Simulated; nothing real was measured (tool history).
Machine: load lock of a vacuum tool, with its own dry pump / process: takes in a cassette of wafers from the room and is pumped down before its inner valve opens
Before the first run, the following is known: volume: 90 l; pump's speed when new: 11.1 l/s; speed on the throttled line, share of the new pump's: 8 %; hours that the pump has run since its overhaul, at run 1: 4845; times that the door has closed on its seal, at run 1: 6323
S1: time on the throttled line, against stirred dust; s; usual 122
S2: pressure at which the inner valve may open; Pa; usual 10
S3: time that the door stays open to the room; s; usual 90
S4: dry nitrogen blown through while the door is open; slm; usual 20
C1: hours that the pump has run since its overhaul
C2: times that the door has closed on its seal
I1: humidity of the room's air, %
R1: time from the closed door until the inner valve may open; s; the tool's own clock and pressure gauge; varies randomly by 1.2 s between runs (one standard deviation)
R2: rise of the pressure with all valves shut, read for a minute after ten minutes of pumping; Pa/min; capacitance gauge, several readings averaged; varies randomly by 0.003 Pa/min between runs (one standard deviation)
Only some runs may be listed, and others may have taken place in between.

{"run": 1, "hour": 0.0, "S1": 122, "S2": 10, "S3": 90, "S4": 20, "C1": 4845, "C2": 6323, "I1": 45.5, "R1": 186.9, "R2": 0.025}
{"run": 2, "hour": 612.1, "S1": 122, "S2": 10, "S3": 90, "S4": 20, "C1": 5457, "C2": 7614, "I1": 41.0, "R1": 188.6, "R2": 0.017}
{"run": 3, "hour": 952.1, "S1": 122, "S2": 10, "S3": 90, "S4": 20, "C1": 5797, "C2": 8332, "I1": 45.4, "R1": 187.1, "R2": 0.02}
{"run": 4, "hour": 1286.5, "S1": 122, "S2": 10, "S3": 90, "S4": 20, "C1": 6132, "C2": 9037, "I1": 44.7, "R1": 184.1, "R2": 0.024}
{"run": 5, "hour": 1880.5, "S1": 216, "S2": 10, "S3": 90, "S4": 20, "C1": 6726, "C2": 10291, "I1": 48.9, "R1": 275.1, "R2": 0.027}
{"run": 6, "hour": 2209.5, "S1": 216, "S2": 10, "S3": 90, "S4": 20, "C1": 7055, "C2": 10985, "I1": 42.7, "R1": 273.9, "R2": 0.022}
{"run": 7, "hour": 2875.7, "S1": 216, "S2": 10, "S3": 90, "S4": 20, "C1": 7721, "C2": 12390, "I1": 49.1, "R1": 273.0, "R2": 0.029}
{"run": 8, "hour": 3553.8, "S1": 216, "S2": 10, "S3": 90, "S4": 20, "C1": 8399, "C2": 13821, "I1": 46.3, "R1": 274.2, "R2": 0.02}
{"run": 9, "hour": 4185.7, "S1": 127, "S2": 10, "S3": 90, "S4": 20, "C1": 9031, "C2": 15154, "I1": 44.7, "R1": 192.1, "R2": 0.022}
{"hour": 4438.0, "done": "dry pump taken out, an overhauled one fitted"}
{"run": 10, "hour": 4524.0, "S1": 127, "S2": 10, "S3": 90, "S4": 20, "C1": 86, "C2": 15855, "I1": 44.9, "R1": 190.7, "R2": 0.018}
{"run": 11, "hour": 4920.0, "S1": 127, "S2": 10, "S3": 90, "S4": 20, "C1": 482, "C2": 16691, "I1": 45.8, "R1": 191.3, "R2": 0.026}
{"run": 12, "hour": 5552.3, "S1": 180, "S2": 20, "S3": 64, "S4": 13, "C1": 1114, "C2": 18025, "I1": 45.1, "R1": 235.7, "R2": 0.023}
{"run": 13, "hour": 6088.2, "S1": 77, "S2": 19, "S3": 97, "S4": 4, "C1": 1650, "C2": 19155, "I1": 47.6, "R1": 143.0, "R2": 0.052}
{"run": 14, "hour": 6528.5, "S1": 113, "S2": 12, "S3": 59, "S4": 13, "C1": 2090, "C2": 20084, "I1": 50.1, "R1": 176.6, "R2": 0.021}
{"run": 15, "hour": 6819.5, "S1": 122, "S2": 17, "S3": 90, "S4": 31, "C1": 2382, "C2": 20699, "I1": 40.1, "R1": 182.5, "R2": 0.014}
{"run": 16, "hour": 7434.3, "S1": 122, "S2": 17, "S3": 90, "S4": 31, "C1": 2996, "C2": 21996, "I1": 43.7, "R1": 183.6, "R2": 0.009}
{"run": 17, "hour": 7871.8, "S1": 122, "S2": 12, "S3": 90, "S4": 31, "C1": 3434, "C2": 22919, "I1": 41.2, "R1": 184.9, "R2": 0.017}
{"run": 18, "hour": 8197.4, "S1": 174, "S2": 12, "S3": 90, "S4": 37, "C1": 3759, "C2": 23606, "I1": 47.0, "R1": 232.7, "R2": 0.014}
{"run": 19, "hour": 8548.0, "S1": 174, "S2": 12, "S3": 104, "S4": 33, "C1": 4110, "C2": 24345, "I1": 46.4, "R1": 233.4, "R2": 0.02}
{"run": 20, "hour": 9058.8, "S1": 122, "S2": 10, "S3": 90, "S4": 5, "C1": 4621, "C2": 25423, "I1": 46.5, "R1": 187.0, "R2": 0.049}
{"run": 21, "hour": 9463.9, "S1": 122, "S2": 10, "S3": 155, "S4": 20, "C1": 5026, "C2": 26278, "I1": 41.3, "R1": 187.6, "R2": 0.027}
{"run": 22, "hour": 9959.5, "S1": 122, "S2": 10, "S3": 155, "S4": 20, "C1": 5522, "C2": 27323, "I1": 41.4, "R1": 188.7, "R2": 0.032}

For each entry between runs, how does the tool's hidden state at the last listed run before it compare with that at the first listed run after it?
Runs 9 to 10: dry pump taken out, an overhauled one fitted (hour 4438.0)
  pump's speed, % of a new pump's: 99.9 -> 100
